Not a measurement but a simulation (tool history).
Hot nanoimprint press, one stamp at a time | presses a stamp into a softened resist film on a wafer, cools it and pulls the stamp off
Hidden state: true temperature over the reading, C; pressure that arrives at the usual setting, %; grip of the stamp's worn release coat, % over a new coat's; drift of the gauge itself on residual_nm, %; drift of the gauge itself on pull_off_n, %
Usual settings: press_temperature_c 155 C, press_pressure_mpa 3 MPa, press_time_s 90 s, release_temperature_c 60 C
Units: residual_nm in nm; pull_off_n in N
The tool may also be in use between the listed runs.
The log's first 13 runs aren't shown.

run   hour  press_temperature_c  press_pressure_mpa  press_time_s  release_temperature_c  hours of work since the thermocouple was calibrated  imprints on the stamp's release coat  hours of work since the press's seals were changed  residual_nm  pull_off_n
 14  262.1                  155                   3            90                     60                                                  218                                  1716                                                 278        119.7         258
 15  286.8                  155                   3            90                     60                                                  229                                  1789                                                 289        121.1         257
 16  303.9                  159                4.37            99                     60                                                  236                                  1839                                                 296         73.5         245
 17  315.4                  159                4.37            99                     60                                                  241                                  1873                                                 301         74.8         265
 18  336.3                  159                4.37           125                     58                                                  250                                  1934                                                 310         67.1         277
 19  356.5                  167                 2.4           104                     51                                                  259                                  1993                                                 319         56.2         325
 20  373.9                  155                4.12           137                     60                                                  267                                  2044                                                 327         89.3         270
 21  398.6                  167                4.12           159                     60                                                  277                                  2117                                                 337           35         276
 22    412                  150                   3            90                     60                                                  283                                  2156                                                 343        168.9         280
 23  437.2                  150                   3            90                     60                                                  294                                  2230                                                 354        168.4         283
     454.5  -- stamp cleaned and given a new release coat
 24  455.9                  150                   3            90                     63                                                  300                                     5                                                 360        168.4         131
 25  474.9                  150                   3            90                     63                                                  308                                    60                                                 368        169.3         132
 26  498.3                  150                3.49            90                     63                                                  318                                   129                                                 378        161.1         136
 27  521.5                  150                3.49            90                     63                                                  328                                   197                                                 388        162.1         136
 28  547.6                  150                3.49            90                     63                                                  340                                   274                                                 400        162.1         146
     570.1  -- plate thermocouple calibrated
 29  570.3                  151                3.84            90                     60                                                    0                                   332                                                 408        145.6         154
 30  594.8                  151                3.84            90                     51                                                   11                                   404                                                 419        145.2         199

Forecast each of these 4 alternatives for the next run:
  A  619.6                  151                3.12            90                     57                                                   22                                   477                                                 430            ?           ?
  B  619.6                  158                2.89            96                     51                                                   22                                   477                                                 430            ?           ?
  C  619.6                  155                3.38            90                     60                                                   22                                   477                                                 430            ?           ?
  D  619.6                  157                   3            90                     60                                                   22                                   477                                                 430            ?           ?

run  residual_nm  pull_off_n
  A        157.7         183
  B           98         208
  C          115         171
  D        104.9         160
Without the tool's hidden state the same runs would have given:
run  residual_nm  pull_off_n
  A        153.1         152
  B         94.9         173
  C        111.1         141
  D        101.5         132
